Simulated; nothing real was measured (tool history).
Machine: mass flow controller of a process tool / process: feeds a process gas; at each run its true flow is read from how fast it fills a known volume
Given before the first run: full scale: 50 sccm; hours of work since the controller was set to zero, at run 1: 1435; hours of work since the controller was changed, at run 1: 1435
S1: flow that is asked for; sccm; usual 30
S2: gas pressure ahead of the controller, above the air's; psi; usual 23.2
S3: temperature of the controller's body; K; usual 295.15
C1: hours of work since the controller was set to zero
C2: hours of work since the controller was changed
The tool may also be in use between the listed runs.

Run 1, day 0: usual settings; C1 1435; C2 1435. Result: true flow (%) 98.28.
Run 2, day 1.4: usual settings; C1 1455; C2 1455. Result: true flow (%) 98.1.
Run 3, day 4.538: usual settings; C1 1498; C2 1498. Result: true flow (%) 98.11.
Run 4, day 6.429: usual settings; C1 1524; C2 1524. Result: true flow (%) 98.34.
Run 5, day 8.858: usual settings; C1 1558; C2 1558. Result: true flow (%) 98.11.
Run 6, day 10.621: usual settings; C1 1582; C2 1582. Result: true flow (%) 98.27.
Run 7, day 12.788: usual settings but S3 306.15 K; C1 1612; C2 1612. Result: true flow (%) 98.5.
Run 8, day 14.288: usual settings but S3 301.15 K; C1 1633; C2 1633. Result: true flow (%) 98.35.
Run 9, day 15.729: usual settings but S3 301.15 K; C1 1653; C2 1653. Result: true flow (%) 98.4.
Run 10, day 17.95: usual settings but S3 301.15 K; C1 1683; C2 1683. Result: true flow (%) 98.33.
Run 11, day 20.092: usual settings but S3 301.15 K; C1 1713; C2 1713. Result: true flow (%) 98.39.
Run 12, day 21.908: usual settings but S3 301.15 K; C1 1738; C2 1738. Result: true flow (%) 98.37.
Run 13, day 23.95: usual settings but S3 301.15 K; C1 1766; C2 1766. Result: true flow (%) 98.41.
Run 14, day 26.671: usual settings but S3 301.15 K; C1 1804; C2 1804. Result: true flow (%) 98.11.
Run 15, day 29.142: usual settings but S3 307.15 K; C1 1838; C2 1838. Result: true flow (%) 98.42.
Run 16, day 30.775: usual settings but S3 307.15 K; C1 1860; C2 1860. Result: true flow (%) 98.42.
Run 17, day 32.529: usual settings but S3 307.15 K; C1 1885; C2 1885. Result: true flow (%) 98.34.
Run 18, day 34.775: usual settings but S1 18 sccm, S2 37.6 psi; C1 1916; C2 1916. Result: true flow (%) 98.07.
Run 19, day 37.425: usual settings but S1 12 sccm, S2 21.5 psi, S3 305.15 K; C1 1952; C2 1952. Result: true flow (%) 96.9.
Run 20, day 38.792: usual settings but S1 12 sccm, S2 39.7 psi, S3 296.15 K; C1 1971; C2 1971. Result: true flow (%) 97.4.
Run 21, day 41.346: usual settings but S1 12 sccm, S2 21.6 psi, S3 303.15 K; C1 2006; C2 2006. Result: true flow (%) 96.81.
Run 22, day 44.304: usual settings but S1 12 sccm, S2 21.6 psi, S3 303.15 K; C1 2047; C2 2047. Result: true flow (%) 96.77.
Run 23, day 46.867: usual settings but S2 33.4 psi, S3 309.15 K; C1 2083; C2 2083. Result: true flow (%) 98.93.
Run 24, day 49.033: usual settings but S1 15 sccm, S2 35 psi, S3 311.15 K; C1 2113; C2 2113. Result: true flow (%) 97.97.
Run 25, day 52.112: usual settings but S2 21 psi, S3 311.15 K; C1 2155; C2 2155. Result: true flow (%) 98.25.
Run 26, day 54.471: usual settings but S2 26.1 psi, S3 301.15 K; C1 2188; C2 2188. Result: true flow (%) 98.29.

Estimate the outcome of run 27 from the log above:
Run 27, day 57.088: usual settings but S1 47 sccm, S2 21 psi, S3 297.15 K; C1 2224; C2 2224. Result: true flow (%) ?.

{"run 27": {"true flow (%)": 98.55}}
Minus the tool's unlogged condition, the same run would have read true flow (%) 99.53.
